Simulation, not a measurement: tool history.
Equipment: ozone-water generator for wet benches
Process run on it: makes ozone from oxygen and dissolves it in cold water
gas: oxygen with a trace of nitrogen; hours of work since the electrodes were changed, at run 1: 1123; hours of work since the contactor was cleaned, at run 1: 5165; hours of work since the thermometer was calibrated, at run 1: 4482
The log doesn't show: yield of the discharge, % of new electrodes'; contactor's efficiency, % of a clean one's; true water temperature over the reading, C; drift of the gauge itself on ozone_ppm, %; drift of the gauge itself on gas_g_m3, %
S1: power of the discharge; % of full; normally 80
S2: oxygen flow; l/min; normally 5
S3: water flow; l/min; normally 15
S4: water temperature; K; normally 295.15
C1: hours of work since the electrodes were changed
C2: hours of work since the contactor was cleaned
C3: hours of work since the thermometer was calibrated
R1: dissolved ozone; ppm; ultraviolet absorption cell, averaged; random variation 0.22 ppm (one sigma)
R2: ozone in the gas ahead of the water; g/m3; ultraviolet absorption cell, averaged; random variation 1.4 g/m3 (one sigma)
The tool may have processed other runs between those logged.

run	hour	S1	S2	S3	S4	C1	C2	C3	R1	R2
1	0	80	5	15	295.15	1123	5165	4482	31.2	268.7
2	57.4	80	5	15	295.15	1158	5199	4516	31	263.6
3	126	80	5	15	295.15	1199	5241	4558	31.1	264.6
4	187.3	80	5	15	295.15	1236	5278	4595	31.5	264
5	218.1	80	5	15	295.15	1255	5296	4613	31.2	266.2
6	258.6	80	5	15	295.15	1279	5321	4638	31.7	264.9
7	317.4	80	5	15	295.15	1315	5356	4673	31.1	262.5
8	379.9	95	5	15	295.15	1353	5394	4711	34.8	290.5
9	434.9	95	5	15	295.15	1386	5427	4744	34.6	290.8
10	488.2	95	5	15	295.15	1418	5460	4777	34.3	292.1
11	526.5	95	5	15	295.15	1441	5483	4800	34.5	288.4
12	561.3	95	5	15	295.15	1462	5504	4821	34.5	290.2
# hour 564.7: water thermometer calibrated
13	606.6	95	5	15	295.15	1489	5531	25	34.3	290.6
14	672.3	95	5	15	295.15	1529	5571	65	34.3	292.3
15	709.1	67	5	15	295.15	1551	5593	87	28.1	240.2
# hour 754.9: water thermometer calibrated, once more
16	759.9	80	5	15	295.15	1582	5623	3	31.2	262.7
17	818.8	80	4.71	15	295.15	1617	5659	39	30.8	272
18	874.7	40	4.71	15	293.15	1651	5693	72	21.4	182.3
19	937.9	40	4.71	15	293.15	1689	5731	111	21.6	182.3
20	999.2	40	2.74	15	293.15	1726	5768	148	21	233.6

Run 21 comes next. What will it give?
21	1057	80	6.32	14	296.15	1761	5803	183	?	?

{"run 21": {"R1": 31.8, "R2": 236.5}}
On a tool with no hidden condition, and with the same random variation, this run would have come out at R1 34 ppm, R2 245.2 g/m3.
